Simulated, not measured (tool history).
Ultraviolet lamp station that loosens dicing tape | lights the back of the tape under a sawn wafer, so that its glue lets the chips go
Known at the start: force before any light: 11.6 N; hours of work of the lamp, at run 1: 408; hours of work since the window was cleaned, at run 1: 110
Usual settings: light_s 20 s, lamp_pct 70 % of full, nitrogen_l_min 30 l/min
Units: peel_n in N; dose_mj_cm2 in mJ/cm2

run	hour	light_s	lamp_pct	nitrogen_l_min	hours of work of the lamp	hours of work since the window was cleaned	peel_n	dose_mj_cm2
1	0.0	20	70	30	408	110	1.046	353
2	28.0	20	70	30	425	126	1.068	349
3	49.8	20	70	30	438	139	1.059	346
4	78.2	20	70	30	454	156	1.119	344
5	108.7	20	70	10	472	174	2.040	341
6	122.2	20	70	36	480	181	1.031	338
7	139.4	20	70	36	490	192	1.038	340
8	164.6	20	70	30	505	206	1.160	337
9	181.6	20	70	30	515	216	1.206	331
10	208.7	36	70	30	531	232	0.366	593
11	239.0	36	70	30	548	250	0.350	578
12	253.5	13	65	17	557	258	3.541	192
13	270.7	13	65	17	567	268	3.393	197
# hour 273.6: window cleaned of glue's vapour
14	292.8	22	61	10	580	11	2.525	298
15	316.8	16	61	10	594	25	3.781	217
16	342.7	20	66	21	609	40	1.844	287
17	358.8	14	70	30	618	50	2.471	213
18	385.7	20	92	10	634	66	1.549	394
19	404.2	20	92	10	645	76	1.580	391

Forecast each of these 4 alternatives for the next run:
# hour 411.4: window cleaned of glue's vapour, once more
A	421.4	20	76	10	655	6	?	?
# hour 411.4: window cleaned of glue's vapour, once more
B	421.4	20	92	15	655	6	?	?
# hour 411.4: window cleaned of glue's vapour, once more
C	421.4	21	72	10	655	6	?	?
# hour 411.4: window cleaned of glue's vapour, once more
D	421.4	21	70	37	655	6	?	?

run	peel_n	dose_mj_cm2
A	1.903	351
B	1.041	423
C	1.918	348
D	0.979	339
Without the tool's hidden state the same runs would have given:
run	peel_n	dose_mj_cm2
A	1.132	464
B	0.567	559
C	1.145	459
D	0.536	448
